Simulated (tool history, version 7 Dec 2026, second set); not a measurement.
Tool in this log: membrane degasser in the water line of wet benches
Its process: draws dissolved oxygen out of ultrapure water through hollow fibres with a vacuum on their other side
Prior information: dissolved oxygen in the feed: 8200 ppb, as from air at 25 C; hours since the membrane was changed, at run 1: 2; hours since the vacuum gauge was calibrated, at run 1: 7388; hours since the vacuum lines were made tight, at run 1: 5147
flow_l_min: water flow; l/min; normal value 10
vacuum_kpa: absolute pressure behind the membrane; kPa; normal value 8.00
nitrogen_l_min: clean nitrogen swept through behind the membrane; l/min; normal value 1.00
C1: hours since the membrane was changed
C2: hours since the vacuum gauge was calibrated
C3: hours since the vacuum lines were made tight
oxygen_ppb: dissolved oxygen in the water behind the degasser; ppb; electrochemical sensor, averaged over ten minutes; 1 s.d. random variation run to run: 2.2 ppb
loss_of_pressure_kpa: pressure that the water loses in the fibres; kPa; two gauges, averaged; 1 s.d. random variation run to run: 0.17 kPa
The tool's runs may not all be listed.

run 1 day=0.000 | flow_l_min=10 vacuum_kpa=8.00 nitrogen_l_min=1.00 | C1=2 C2=7388 C3=5147 | oxygen_ppb=224.1 loss_of_pressure_kpa=28.58
run 2 day=1.212 | flow_l_min=10 vacuum_kpa=8.00 nitrogen_l_min=1.00 | C1=31 C2=7417 C3=5176 | oxygen_ppb=226.5 loss_of_pressure_kpa=28.88
run 3 day=2.842 | flow_l_min=10 vacuum_kpa=8.99 nitrogen_l_min=1.00 | C1=70 C2=7456 C3=5215 | oxygen_ppb=250.3 loss_of_pressure_kpa=28.70
run 4 day=3.988 | flow_l_min=10 vacuum_kpa=8.99 nitrogen_l_min=1.00 | C1=98 C2=7483 C3=5243 | oxygen_ppb=247.3 loss_of_pressure_kpa=28.70
run 5 day=5.842 | flow_l_min=10 vacuum_kpa=8.99 nitrogen_l_min=1.00 | C1=142 C2=7528 C3=5287 | oxygen_ppb=249.9 loss_of_pressure_kpa=28.88
run 6 day=8.325 | flow_l_min=10 vacuum_kpa=8.00 nitrogen_l_min=1.00 | C1=202 C2=7588 C3=5347 | oxygen_ppb=228.5 loss_of_pressure_kpa=28.93
run 7 day=10.496 | flow_l_min=10 vacuum_kpa=9.11 nitrogen_l_min=1.00 | C1=254 C2=7640 C3=5399 | oxygen_ppb=254.0 loss_of_pressure_kpa=28.95
run 8 day=12.517 | flow_l_min=10 vacuum_kpa=10.95 nitrogen_l_min=1.00 | C1=303 C2=7688 C3=5448 | oxygen_ppb=291.0 loss_of_pressure_kpa=28.66
run 9 day=14.229 | flow_l_min=10 vacuum_kpa=8.00 nitrogen_l_min=1.00 | C1=344 C2=7729 C3=5489 | oxygen_ppb=221.9 loss_of_pressure_kpa=28.62
-- day=14.808 seals of the vacuum lines changed
run 10 day=15.675 | flow_l_min=10 vacuum_kpa=8.00 nitrogen_l_min=1.00 | C1=376 C2=7762 C3=21 | oxygen_ppb=222.6 loss_of_pressure_kpa=28.55
run 11 day=17.912 | flow_l_min=10 vacuum_kpa=8.00 nitrogen_l_min=1.00 | C1=430 C2=7816 C3=74 | oxygen_ppb=223.2 loss_of_pressure_kpa=28.87
run 12 day=19.883 | flow_l_min=10 vacuum_kpa=8.00 nitrogen_l_min=1.00 | C1=477 C2=7863 C3=122 | oxygen_ppb=224.6 loss_of_pressure_kpa=28.48
run 13 day=21.967 | flow_l_min=10 vacuum_kpa=8.00 nitrogen_l_min=1.00 | C1=527 C2=7913 C3=172 | oxygen_ppb=228.8 loss_of_pressure_kpa=28.67
run 14 day=23.508 | flow_l_min=10 vacuum_kpa=8.00 nitrogen_l_min=1.00 | C1=564 C2=7950 C3=209 | oxygen_ppb=223.7 loss_of_pressure_kpa=28.76
run 15 day=24.600 | flow_l_min=10 vacuum_kpa=8.00 nitrogen_l_min=1.00 | C1=590 C2=7976 C3=235 | oxygen_ppb=222.9 loss_of_pressure_kpa=28.97
run 16 day=26.804 | flow_l_min=10 vacuum_kpa=8.00 nitrogen_l_min=1.00 | C1=643 C2=8029 C3=288 | oxygen_ppb=222.5 loss_of_pressure_kpa=28.90
run 17 day=28.775 | flow_l_min=6 vacuum_kpa=8.00 nitrogen_l_min=1.76 | C1=691 C2=8076 C3=335 | oxygen_ppb=66.8 loss_of_pressure_kpa=17.16
run 18 day=31.088 | flow_l_min=6 vacuum_kpa=8.00 nitrogen_l_min=1.76 | C1=746 C2=8132 C3=391 | oxygen_ppb=67.4 loss_of_pressure_kpa=17.36
run 19 day=32.321 | flow_l_min=8 vacuum_kpa=6.45 nitrogen_l_min=0.47 | C1=776 C2=8161 C3=420 | oxygen_ppb=196.5 loss_of_pressure_kpa=22.98
run 20 day=33.583 | flow_l_min=13 vacuum_kpa=8.39 nitrogen_l_min=2.69 | C1=806 C2=8192 C3=451 | oxygen_ppb=265.2 loss_of_pressure_kpa=37.30
run 21 day=35.250 | flow_l_min=16 vacuum_kpa=6.61 nitrogen_l_min=1.00 | C1=846 C2=8232 C3=491 | oxygen_ppb=447.2 loss_of_pressure_kpa=46.00
run 22 day=37.325 | flow_l_min=10 vacuum_kpa=15.41 nitrogen_l_min=0.50 | C1=896 C2=8282 C3=540 | oxygen_ppb=623.5 loss_of_pressure_kpa=28.61
run 23 day=39.229 | flow_l_min=9 vacuum_kpa=11.24 nitrogen_l_min=0.50 | C1=942 C2=8327 C3=586 | oxygen_ppb=408.8 loss_of_pressure_kpa=25.62
run 24 day=40.454 | flow_l_min=9 vacuum_kpa=4.88 nitrogen_l_min=2.67 | C1=971 C2=8357 C3=616 | oxygen_ppb=97.5 loss_of_pressure_kpa=25.83
run 25 day=41.525 | flow_l_min=9 vacuum_kpa=4.88 nitrogen_l_min=2.67 | C1=997 C2=8382 C3=641 | oxygen_ppb=98.9 loss_of_pressure_kpa=25.79
run 26 day=43.133 | flow_l_min=9 vacuum_kpa=4.88 nitrogen_l_min=2.67 | C1=1035 C2=8421 C3=680 | oxygen_ppb=99.2 loss_of_pressure_kpa=25.98
run 27 day=45.425 | flow_l_min=9 vacuum_kpa=4.88 nitrogen_l_min=2.67 | C1=1090 C2=8476 C3=735 | oxygen_ppb=99.8 loss_of_pressure_kpa=25.66
run 28 day=46.517 | flow_l_min=12 vacuum_kpa=8.00 nitrogen_l_min=0.85 | C1=1117 C2=8502 C3=761 | oxygen_ppb=326.2 loss_of_pressure_kpa=35.01
run 29 day=48.300 | flow_l_min=12 vacuum_kpa=10.32 nitrogen_l_min=1.38 | C1=1159 C2=8545 C3=804 | oxygen_ppb=318.0 loss_of_pressure_kpa=34.51
run 30 day=49.429 | flow_l_min=13 vacuum_kpa=9.74 nitrogen_l_min=1.00 | C1=1186 C2=8572 C3=831 | oxygen_ppb=401.6 loss_of_pressure_kpa=37.30
run 31 day=51.162 | flow_l_min=13 vacuum_kpa=9.74 nitrogen_l_min=1.00 | C1=1228 C2=8614 C3=873 | oxygen_ppb=400.6 loss_of_pressure_kpa=37.32
run 32 day=53.617 | flow_l_min=13 vacuum_kpa=9.74 nitrogen_l_min=1.00 | C1=1287 C2=8673 C3=931 | oxygen_ppb=409.4 loss_of_pressure_kpa=37.34

For each entry between runs, how does the tool's hidden state at the last listed run before it compare with that at the first listed run after it?
In the gap between runs 9 and 10: seals of the vacuum lines changed (day 14.808)
  air that leaks in behind the membrane, l/min: 0.0081 -> 0.0025
  difference, measured minus the result without the unlogged condition, oxygen_ppb: +10.6 -> +9.3 ppb; loss_of_pressure_kpa: +0.05 -> +0.06 kPa

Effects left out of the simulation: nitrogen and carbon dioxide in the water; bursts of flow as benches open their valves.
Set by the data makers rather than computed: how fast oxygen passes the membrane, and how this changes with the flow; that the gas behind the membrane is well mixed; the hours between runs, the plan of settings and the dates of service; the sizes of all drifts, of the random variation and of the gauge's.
